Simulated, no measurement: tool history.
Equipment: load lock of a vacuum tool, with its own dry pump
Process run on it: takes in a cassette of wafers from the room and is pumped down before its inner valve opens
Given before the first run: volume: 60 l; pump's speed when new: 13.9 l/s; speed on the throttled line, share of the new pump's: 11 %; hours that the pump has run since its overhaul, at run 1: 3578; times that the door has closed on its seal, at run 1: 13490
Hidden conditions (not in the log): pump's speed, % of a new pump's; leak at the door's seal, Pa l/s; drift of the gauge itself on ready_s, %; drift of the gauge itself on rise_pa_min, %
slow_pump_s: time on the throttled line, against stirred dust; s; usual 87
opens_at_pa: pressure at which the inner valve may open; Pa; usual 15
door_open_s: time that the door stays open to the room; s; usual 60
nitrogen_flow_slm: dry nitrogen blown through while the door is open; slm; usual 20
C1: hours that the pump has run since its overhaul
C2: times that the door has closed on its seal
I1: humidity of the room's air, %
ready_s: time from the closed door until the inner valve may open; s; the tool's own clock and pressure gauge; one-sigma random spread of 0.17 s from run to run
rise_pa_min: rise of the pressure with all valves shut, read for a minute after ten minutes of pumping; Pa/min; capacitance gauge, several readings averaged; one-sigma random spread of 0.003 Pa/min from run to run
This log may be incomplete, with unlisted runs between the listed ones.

{"run": 1, "hour": 0.0, "slow_pump_s": 87, "opens_at_pa": 15, "door_open_s": 60, "nitrogen_flow_slm": 20, "C1": 3578, "C2": 13490, "I1": 45.7, "ready_s": 116.8, "rise_pa_min": 0.102}
{"run": 2, "hour": 81.4, "slow_pump_s": 87, "opens_at_pa": 15, "door_open_s": 60, "nitrogen_flow_slm": 20, "C1": 3659, "C2": 13845, "I1": 46, "ready_s": 116.5, "rise_pa_min": 0.116}
{"run": 3, "hour": 135.0, "slow_pump_s": 87, "opens_at_pa": 15, "door_open_s": 60, "nitrogen_flow_slm": 20, "C1": 3713, "C2": 14078, "I1": 44.7, "ready_s": 116.5, "rise_pa_min": 0.111}
{"run": 4, "hour": 200.7, "slow_pump_s": 87, "opens_at_pa": 15, "door_open_s": 60, "nitrogen_flow_slm": 20, "C1": 3778, "C2": 14365, "I1": 45.1, "ready_s": 116.8, "rise_pa_min": 0.117}
{"run": 5, "hour": 240.3, "slow_pump_s": 87, "opens_at_pa": 15, "door_open_s": 60, "nitrogen_flow_slm": 20, "C1": 3818, "C2": 14537, "I1": 45.7, "ready_s": 116.7, "rise_pa_min": 0.119}
{"run": 6, "hour": 334.4, "slow_pump_s": 87, "opens_at_pa": 15, "door_open_s": 60, "nitrogen_flow_slm": 20, "C1": 3912, "C2": 14948, "I1": 43, "ready_s": 116.7, "rise_pa_min": 0.126}
{"run": 7, "hour": 410.2, "slow_pump_s": 87, "opens_at_pa": 15, "door_open_s": 60, "nitrogen_flow_slm": 20, "C1": 3988, "C2": 15278, "I1": 45.6, "ready_s": 116.9, "rise_pa_min": 0.121}
{"run": 8, "hour": 475.4, "slow_pump_s": 87, "opens_at_pa": 15, "door_open_s": 60, "nitrogen_flow_slm": 20, "C1": 4053, "C2": 15562, "I1": 44.1, "ready_s": 117.3, "rise_pa_min": 0.127}
{"run": 9, "hour": 545.4, "slow_pump_s": 124, "opens_at_pa": 15, "door_open_s": 60, "nitrogen_flow_slm": 20, "C1": 4123, "C2": 15868, "I1": 44.3, "ready_s": 149.6, "rise_pa_min": 0.129}
{"run": 10, "hour": 627.9, "slow_pump_s": 87, "opens_at_pa": 15, "door_open_s": 60, "nitrogen_flow_slm": 20, "C1": 4206, "C2": 16227, "I1": 44.4, "ready_s": 116.8, "rise_pa_min": 0.131}
{"run": 11, "hour": 712.3, "slow_pump_s": 87, "opens_at_pa": 15, "door_open_s": 60, "nitrogen_flow_slm": 20, "C1": 4290, "C2": 16596, "I1": 46.7, "ready_s": 116.7, "rise_pa_min": 0.133}
{"run": 12, "hour": 803.6, "slow_pump_s": 87, "opens_at_pa": 15, "door_open_s": 60, "nitrogen_flow_slm": 7, "C1": 4381, "C2": 16994, "I1": 44, "ready_s": 116.7, "rise_pa_min": 0.154}
{"run": 13, "hour": 896.8, "slow_pump_s": 87, "opens_at_pa": 11, "door_open_s": 60, "nitrogen_flow_slm": 7, "C1": 4474, "C2": 17400, "I1": 43.4, "ready_s": 118.3, "rise_pa_min": 0.154}
{"run": 14, "hour": 981.3, "slow_pump_s": 87, "opens_at_pa": 15, "door_open_s": 60, "nitrogen_flow_slm": 20, "C1": 4559, "C2": 17769, "I1": 44.6, "ready_s": 116.9, "rise_pa_min": 0.144}
{"run": 15, "hour": 1064.0, "slow_pump_s": 87, "opens_at_pa": 15, "door_open_s": 60, "nitrogen_flow_slm": 20, "C1": 4642, "C2": 18129, "I1": 48.9, "ready_s": 116.8, "rise_pa_min": 0.157}
{"run": 16, "hour": 1120.7, "slow_pump_s": 87, "opens_at_pa": 15, "door_open_s": 60, "nitrogen_flow_slm": 20, "C1": 4698, "C2": 18377, "I1": 44.1, "ready_s": 117.1, "rise_pa_min": 0.151}
{"run": 17, "hour": 1174.7, "slow_pump_s": 87, "opens_at_pa": 15, "door_open_s": 60, "nitrogen_flow_slm": 20, "C1": 4752, "C2": 18612, "I1": 42.6, "ready_s": 116.9, "rise_pa_min": 0.154}
{"run": 18, "hour": 1233.3, "slow_pump_s": 87, "opens_at_pa": 15, "door_open_s": 60, "nitrogen_flow_slm": 20, "C1": 4811, "C2": 18868, "I1": 42.5, "ready_s": 117, "rise_pa_min": 0.152}
{"run": 19, "hour": 1316.7, "slow_pump_s": 87, "opens_at_pa": 15, "door_open_s": 60, "nitrogen_flow_slm": 20, "C1": 4894, "C2": 19231, "I1": 46.3, "ready_s": 117.3, "rise_pa_min": 0.162}
{"run": 20, "hour": 1391.5, "slow_pump_s": 87, "opens_at_pa": 11, "door_open_s": 116, "nitrogen_flow_slm": 20, "C1": 4969, "C2": 19557, "I1": 45.1, "ready_s": 118.7, "rise_pa_min": 0.172}
{"run": 21, "hour": 1485.2, "slow_pump_s": 72, "opens_at_pa": 16, "door_open_s": 145, "nitrogen_flow_slm": 6, "C1": 5063, "C2": 19966, "I1": 46.2, "ready_s": 103.7, "rise_pa_min": 0.2}
{"run": 22, "hour": 1578.4, "slow_pump_s": 72, "opens_at_pa": 16, "door_open_s": 145, "nitrogen_flow_slm": 6, "C1": 5156, "C2": 20372, "I1": 43.9, "ready_s": 103.5, "rise_pa_min": 0.201}
{"run": 23, "hour": 1625.4, "slow_pump_s": 87, "opens_at_pa": 19, "door_open_s": 105, "nitrogen_flow_slm": 20, "C1": 5203, "C2": 20577, "I1": 48.1, "ready_s": 115.8, "rise_pa_min": 0.184}
{"run": 24, "hour": 1699.1, "slow_pump_s": 87, "opens_at_pa": 12, "door_open_s": 129, "nitrogen_flow_slm": 43, "C1": 5277, "C2": 20899, "I1": 46.4, "ready_s": 118.2, "rise_pa_min": 0.17}
{"run": 25, "hour": 1759.2, "slow_pump_s": 87, "opens_at_pa": 12, "door_open_s": 129, "nitrogen_flow_slm": 43, "C1": 5337, "C2": 21161, "I1": 46, "ready_s": 118.3, "rise_pa_min": 0.182}

What will run 26 give?
{"run": 26, "hour": 1850.9, "slow_pump_s": 150, "opens_at_pa": 21, "door_open_s": 51, "nitrogen_flow_slm": 28, "C1": 5429, "C2": 21561, "I1": 46, "ready_s": "?", "rise_pa_min": "?"}

ready_s: 171.6 s
rise_pa_min: 0.183 Pa/min
Had the tool carried no hidden state, the very same run would have given ready_s 170.6 s, rise_pa_min 0.024 Pa/min.
